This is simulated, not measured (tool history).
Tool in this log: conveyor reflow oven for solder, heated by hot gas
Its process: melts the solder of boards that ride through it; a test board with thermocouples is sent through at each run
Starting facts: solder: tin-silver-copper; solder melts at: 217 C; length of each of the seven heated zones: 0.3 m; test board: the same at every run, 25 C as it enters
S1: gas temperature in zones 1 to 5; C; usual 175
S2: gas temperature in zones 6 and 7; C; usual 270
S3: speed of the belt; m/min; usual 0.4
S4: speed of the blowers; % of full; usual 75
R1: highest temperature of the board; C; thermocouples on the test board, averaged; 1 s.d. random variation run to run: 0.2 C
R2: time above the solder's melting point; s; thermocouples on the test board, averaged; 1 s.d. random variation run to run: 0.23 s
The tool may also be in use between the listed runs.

| run | day | S1 | S2 | S3 | S4 | R1 | R2 |
|---|---|---|---|---|---|---|---|
| 1 | 0 | 175 | 270 | 0.4 | 75 | 253.5 | 68.9 |
| 2 | 1.704 | 175 | 270 | 0.4 | 75 | 253.6 | 68.1 |
| 3 | 3.446 | 175 | 270 | 0.4 | 75 | 253.8 | 68.3 |
| 4 | 5.212 | 175 | 270 | 0.4 | 75 | 253.5 | 68 |
| 5 | 6.529 | 175 | 270 | 0.4 | 75 | 253.1 | 67.9 |
| 6 | 7.988 | 175 | 270 | 0.4 | 75 | 253 | 67.6 |
| 7 | 9.212 | 175 | 270 | 0.4 | 75 | 252.6 | 67.6 |
| 8 | 10.342 | 175 | 270 | 0.4 | 75 | 253.2 | 67.6 |
| 9 | 11.325 | 175 | 270 | 0.4 | 75 | 252.5 | 67.3 |
| 10 | 12.925 | 175 | 270 | 0.4 | 75 | 252.3 | 67.4 |
|  | 13.258 | belt drive overhauled, speed set with a stopwatch |
| 11 | 14.733 | 175 | 270 | 0.4 | 54 | 247.5 | 60.5 |
| 12 | 16.5 | 175 | 270 | 0.4 | 84 | 254 | 69.1 |
| 13 | 18.208 | 175 | 270 | 0.4 | 84 | 253.6 | 69.3 |
| 14 | 19.142 | 175 | 270 | 0.4 | 84 | 253.9 | 68.8 |
|  | 21.021 | belt drive overhauled, speed set with a stopwatch, once more |
| 15 | 21.021 | 175 | 270 | 0.4 | 84 | 253.2 | 67.8 |
| 16 | 22.575 | 175 | 270 | 0.4 | 84 | 252.7 | 67.3 |
| 17 | 23.542 | 175 | 269 | 0.4 | 65 | 248.3 | 61.3 |
| 18 | 25.525 | 164 | 269 | 0.4 | 83 | 249.4 | 59.7 |
| 19 | 26.558 | 175 | 276 | 0.4 | 57 | 251.4 | 63.3 |
| 20 | 28.217 | 175 | 272 | 0.4 | 57 | 247.9 | 60.3 |
|  | 29.325 | thermocouples of zones 6 and 7 changed |
| 21 | 29.362 | 166 | 266 | 0.45 | 75 | 238.8 | 41.4 |
| 22 | 30.946 | 189 | 276 | 0.435 | 51 | 247.7 | 60.1 |
|  | 32.329 | flux residue cleaned out of gas plates and filters |
| 23 | 33.125 | 188 | 270 | 0.344 | 62 | 257.4 | 90.9 |
| 24 | 34.262 | 188 | 280 | 0.345 | 63 | 265.9 | 95.7 |
| 25 | 36.112 | 188 | 268 | 0.345 | 62 | 255.3 | 88 |
| 26 | 37.738 | 179 | 274 | 0.347 | 69 | 260.3 | 87.2 |
| 27 | 39.275 | 169 | 265 | 0.468 | 75 | 242.1 | 44.8 |
| 28 | 41.138 | 164 | 270 | 0.4 | 82 | 252.5 | 63.3 |
| 29 | 42.496 | 165 | 270 | 0.408 | 75 | 250.1 | 59.3 |
| 30 | 43.988 | 165 | 270 | 0.408 | 75 | 249.8 | 59.5 |
| 31 | 44.804 | 179 | 270 | 0.4 | 75 | 253.1 | 69.8 |

Some steps in R1, run to run, broken into two amounts with sign: the step expected even without the hidden condition (settings, incoming material, random variation), and the rest, left for the hidden condition together with whatever gauge scatter is not in both the measured and the hidden-condition-free result:
Hidden state at play: heat that the gas passes to the board, % of a clean oven's; belt's true speed, % of the reading; true gas temperature in zones 6 and 7 over the reading, C; drift of the gauge itself on peak_c, C; drift of the gauge itself on liquid_s, %.
Run 20 -> 21: S1 175 -> 166, S2 272 -> 266, S3 0.4 -> 0.45, S4 57 -> 75, thermocouples of zones 6 and 7 changed. R1 -9.1 C: hidden state -2.6, all else -6.5.
Run 21 -> 22: S1 166 -> 189, S2 266 -> 276, S3 0.45 -> 0.435, S4 75 -> 51. R1 +8.9 C: hidden state +0.9, all else +8.
Run 22 -> 23: S1 189 -> 188, S2 276 -> 270, S3 0.435 -> 0.344, S4 51 -> 62, flux residue cleaned out of gas plates and filters. R1 +9.7 C: hidden state +4.4, all else +5.3.
Run 24 -> 25: S2 280 -> 268, S4 63 -> 62. R1 -10.6 C: hidden state -0.1, all else -10.5.
Run 26 -> 27: S1 179 -> 169, S2 274 -> 265, S3 0.347 -> 0.468, S4 69 -> 75. R1 -18.2 C: hidden state -0.4, all else -17.8.
Run 27 -> 28: S1 169 -> 164, S2 265 -> 270, S3 0.468 -> 0.4, S4 75 -> 82. R1 +10.4 C: hidden state -0.2, all else +10.6.
